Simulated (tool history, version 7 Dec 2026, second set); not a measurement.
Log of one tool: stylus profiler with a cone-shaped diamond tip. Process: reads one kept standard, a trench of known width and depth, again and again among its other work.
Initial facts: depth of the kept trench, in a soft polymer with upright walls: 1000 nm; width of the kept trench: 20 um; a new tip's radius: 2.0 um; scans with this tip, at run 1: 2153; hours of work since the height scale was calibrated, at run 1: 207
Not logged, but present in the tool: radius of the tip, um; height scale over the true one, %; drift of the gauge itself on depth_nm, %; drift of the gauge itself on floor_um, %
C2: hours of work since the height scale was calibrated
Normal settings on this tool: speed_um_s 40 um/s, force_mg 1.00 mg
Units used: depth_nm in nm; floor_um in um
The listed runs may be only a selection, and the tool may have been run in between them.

run 1 hour=0.0 | speed_um_s=40 force_mg=1.00 | scans_with_this_tip=2153 C2=207 | depth_nm=1003.03 floor_um=15.52
run 2 hour=37.2 | speed_um_s=40 force_mg=1.00 | scans_with_this_tip=2329 C2=224 | depth_nm=1002.96 floor_um=15.49
run 3 hour=72.9 | speed_um_s=31 force_mg=1.00 | scans_with_this_tip=2499 C2=241 | depth_nm=1002.96 floor_um=15.42
run 4 hour=107.5 | speed_um_s=32 force_mg=1.00 | scans_with_this_tip=2664 C2=257 | depth_nm=1002.94 floor_um=15.37
run 5 hour=147.5 | speed_um_s=32 force_mg=1.00 | scans_with_this_tip=2854 C2=275 | depth_nm=1002.51 floor_um=15.36
run 6 hour=184.3 | speed_um_s=32 force_mg=1.00 | scans_with_this_tip=3028 C2=292 | depth_nm=1003.05 floor_um=15.27
run 7 hour=218.7 | speed_um_s=32 force_mg=0.42 | scans_with_this_tip=3192 C2=307 | depth_nm=1001.44 floor_um=15.18
run 8 hour=249.1 | speed_um_s=32 force_mg=0.42 | scans_with_this_tip=3336 C2=321 | depth_nm=1001.34 floor_um=15.13
run 9 hour=285.5 | speed_um_s=32 force_mg=0.42 | scans_with_this_tip=3509 C2=338 | depth_nm=1001.23 floor_um=15.11
run 10 hour=325.0 | speed_um_s=32 force_mg=0.42 | scans_with_this_tip=3697 C2=356 | depth_nm=1001.27 floor_um=15.01
run 11 hour=343.9 | speed_um_s=120 force_mg=0.56 | scans_with_this_tip=3786 C2=365 | depth_nm=1001.73 floor_um=14.59
run 12 hour=367.3 | speed_um_s=14 force_mg=1.75 | scans_with_this_tip=3897 C2=375 | depth_nm=1004.25 floor_um=15.15
run 13 hour=406.2 | speed_um_s=59 force_mg=0.59 | scans_with_this_tip=4082 C2=393 | depth_nm=1001.79 floor_um=14.84
run 14 hour=426.8 | speed_um_s=59 force_mg=0.59 | scans_with_this_tip=4180 C2=403 | depth_nm=1001.42 floor_um=14.76
run 15 hour=445.4 | speed_um_s=25 force_mg=2.52 | scans_with_this_tip=4268 C2=411 | depth_nm=1005.17 floor_um=14.92
run 16 hour=481.3 | speed_um_s=25 force_mg=2.52 | scans_with_this_tip=4439 C2=427 | depth_nm=1005.44 floor_um=14.93
run 17 hour=505.4 | speed_um_s=25 force_mg=0.58 | scans_with_this_tip=4553 C2=438 | depth_nm=1001.70 floor_um=14.83
run 18 hour=536.0 | speed_um_s=25 force_mg=0.58 | scans_with_this_tip=4699 C2=452 | depth_nm=1001.48 floor_um=14.79
run 19 hour=577.8 | speed_um_s=25 force_mg=0.58 | scans_with_this_tip=4897 C2=472 | depth_nm=1001.13 floor_um=14.67

Forecast each of these 3 alternatives for the next run:
run A hour=598.6 | speed_um_s=65 force_mg=0.69 | scans_with_this_tip=4996 C2=481 | depth_nm=? floor_um=?
run B hour=598.6 | speed_um_s=61 force_mg=0.52 | scans_with_this_tip=4996 C2=481 | depth_nm=? floor_um=?
run C hour=598.6 | speed_um_s=33 force_mg=2.66 | scans_with_this_tip=4996 C2=481 | depth_nm=? floor_um=?

run=A depth_nm=1001.69 floor_um=14.51
run=B depth_nm=1001.31 floor_um=14.51
run=C depth_nm=1005.47 floor_um=14.74
With no hidden state in the tool, these same runs would have given:
run=A depth_nm=1002.59 floor_um=16.24
run=B depth_nm=1002.21 floor_um=16.24
run=C depth_nm=1006.38 floor_um=16.47

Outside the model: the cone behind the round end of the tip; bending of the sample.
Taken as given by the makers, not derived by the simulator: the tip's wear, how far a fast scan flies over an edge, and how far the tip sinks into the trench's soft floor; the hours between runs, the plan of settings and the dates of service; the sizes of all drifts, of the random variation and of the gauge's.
